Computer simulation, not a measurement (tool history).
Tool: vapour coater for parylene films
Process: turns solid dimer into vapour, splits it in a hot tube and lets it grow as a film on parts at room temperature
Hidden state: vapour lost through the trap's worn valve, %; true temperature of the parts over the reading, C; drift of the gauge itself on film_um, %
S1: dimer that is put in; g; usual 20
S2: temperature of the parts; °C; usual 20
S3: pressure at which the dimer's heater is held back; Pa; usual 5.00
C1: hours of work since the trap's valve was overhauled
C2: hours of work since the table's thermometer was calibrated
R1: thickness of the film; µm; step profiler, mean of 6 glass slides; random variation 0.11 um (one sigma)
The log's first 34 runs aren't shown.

run 35 hour=1593.9 | S1=28 S2=20 S3=4.75 | C1=481 C2=282 | R1=21.45
run 36 hour=1627.6 | S1=31 S2=20 S3=2.84 | C1=501 C2=302 | R1=25.40
run 37 hour=1693.0 | S1=13 S2=17 S3=2.99 | C1=541 C2=342 | R1=11.28
run 38 hour=1751.5 | S1=13 S2=17 S3=2.99 | C1=577 C2=378 | R1=11.32
-- hour=1784.7 trap's valve overhauled
run 39 hour=1818.9 | S1=24 S2=26 S3=4.15 | C1=21 C2=416 | R1=17.30
run 40 hour=1879.8 | S1=24 S2=26 S3=4.15 | C1=58 C2=453 | R1=17.09
run 41 hour=1949.0 | S1=21 S2=18 S3=3.63 | C1=100 C2=496 | R1=19.05
run 42 hour=2013.0 | S1=21 S2=18 S3=3.63 | C1=139 C2=535 | R1=18.71
run 43 hour=2062.8 | S1=21 S2=18 S3=3.63 | C1=170 C2=565 | R1=18.59
run 44 hour=2133.9 | S1=9 S2=19 S3=5.00 | C1=213 C2=608 | R1=7.34

4 ways to go on from here, each from the tool as it stands after run 44. What would each give?
run A hour=2164.5 | S1=31 S2=20 S3=6.75 | C1=232 C2=627 | R1=?
run B hour=2164.5 | S1=8 S2=24 S3=5.00 | C1=232 C2=627 | R1=?
run C hour=2164.5 | S1=19 S2=14 S3=7.55 | C1=232 C2=627 | R1=?
run D hour=2164.5 | S1=9 S2=24 S3=5.00 | C1=232 C2=627 | R1=?

run=A R1=23.38
run=B R1=5.62
run=C R1=16.78
run=D R1=6.38
Without the tool's hidden state the same runs would have given:
run=A R1=24.33
run=B R1=5.85
run=C R1=17.46
run=D R1=6.64
